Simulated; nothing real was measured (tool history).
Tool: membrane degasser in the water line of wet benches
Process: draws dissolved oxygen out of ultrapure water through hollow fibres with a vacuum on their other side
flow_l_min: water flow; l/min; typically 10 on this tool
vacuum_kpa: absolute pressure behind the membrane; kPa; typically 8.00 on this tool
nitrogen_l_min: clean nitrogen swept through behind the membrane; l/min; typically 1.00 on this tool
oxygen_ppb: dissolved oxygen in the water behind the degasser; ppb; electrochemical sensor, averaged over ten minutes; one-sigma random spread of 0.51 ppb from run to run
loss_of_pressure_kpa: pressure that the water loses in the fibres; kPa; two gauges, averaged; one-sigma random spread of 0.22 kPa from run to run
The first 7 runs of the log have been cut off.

run,day,flow_l_min,vacuum_kpa,nitrogen_l_min,hours since the membrane was changed,hours since the vacuum gauge was calibrated,hours since the vacuum lines were made tight,oxygen_ppb,loss_of_pressure_kpa
8,20.612,10,5.24,1.00,1031,763,8159,49.9,55.13
9,23.625,10,5.24,1.00,1104,835,8231,50.0,55.81
10,28.050,10,8.03,1.00,1210,942,8338,114.2,55.15
11,31.329,10,8.03,1.00,1289,1020,8416,115.1,55.40
12,35.521,10,6.19,1.00,1389,1121,8517,72.3,55.25
13,39.171,10,8.00,1.00,1477,1208,8605,112.9,55.05
14,41.375,10,7.95,1.00,1530,1261,8658,111.2,55.35
15,44.888,10,5.33,1.00,1614,1346,8742,51.8,55.67
16,46.875,10,5.33,1.00,1662,1393,8789,51.7,55.13
17,51.100,10,14.12,0.45,1763,1495,8891,495.3,55.02
18,54.392,10,14.12,0.45,1842,1574,8970,498.7,55.37
19,56.546,15,5.49,1.34,1894,1625,9022,70.1,82.96
20,58.908,12,8.54,2.49,1951,1682,9078,66.1,66.43
21,61.108,10,15.82,1.00,2003,1735,9131,285.8,55.48
22,65.542,11,10.00,0.62,2110,1841,9237,264.1,61.05
23,69.829,11,10.00,0.62,2213,1944,9340,262.6,61.13
24,73.404,14,14.50,1.00,2298,2030,9426,354.2,77.18
# day 75.533: gauge calibrated
25,75.938,9,11.33,1.00,2359,2091,9487,171.8,49.95
# day 79.475: seals of the vacuum lines changed
26,80.071,13,10.62,0.84,2456,2188,14,260.6,71.95
27,83.908,14,12.22,0.55,2548,2280,106,485.0,77.71
28,86.179,6,6.95,1.00,2603,2335,161,54.6,33.29
29,88.279,11,13.91,1.00,2653,2385,211,273.1,60.54
30,92.492,12,10.82,0.57,2755,2486,312,347.2,66.66
31,95.846,11,6.30,0.70,2835,2567,393,113.0,61.32
32,99.408,10,14.54,2.49,2921,2652,478,113.0,55.65

Here are 3 independent what-if runs from the current tool condition. What would each one return?
A,101.242,8,8.00,1.33,2965,2696,522,?,?
B,101.242,12,14.54,2.49,2965,2696,522,?,?
C,101.242,13,8.46,2.68,2965,2696,522,?,?

run,oxygen_ppb,loss_of_pressure_kpa
A,70.2,44.20
B,134.6,66.63
C,68.4,71.69
What these runs would have given with no unlogged condition in the tool:
run,oxygen_ppb,loss_of_pressure_kpa
A,70.8,44.18
B,135.8,66.60
C,69.0,71.66

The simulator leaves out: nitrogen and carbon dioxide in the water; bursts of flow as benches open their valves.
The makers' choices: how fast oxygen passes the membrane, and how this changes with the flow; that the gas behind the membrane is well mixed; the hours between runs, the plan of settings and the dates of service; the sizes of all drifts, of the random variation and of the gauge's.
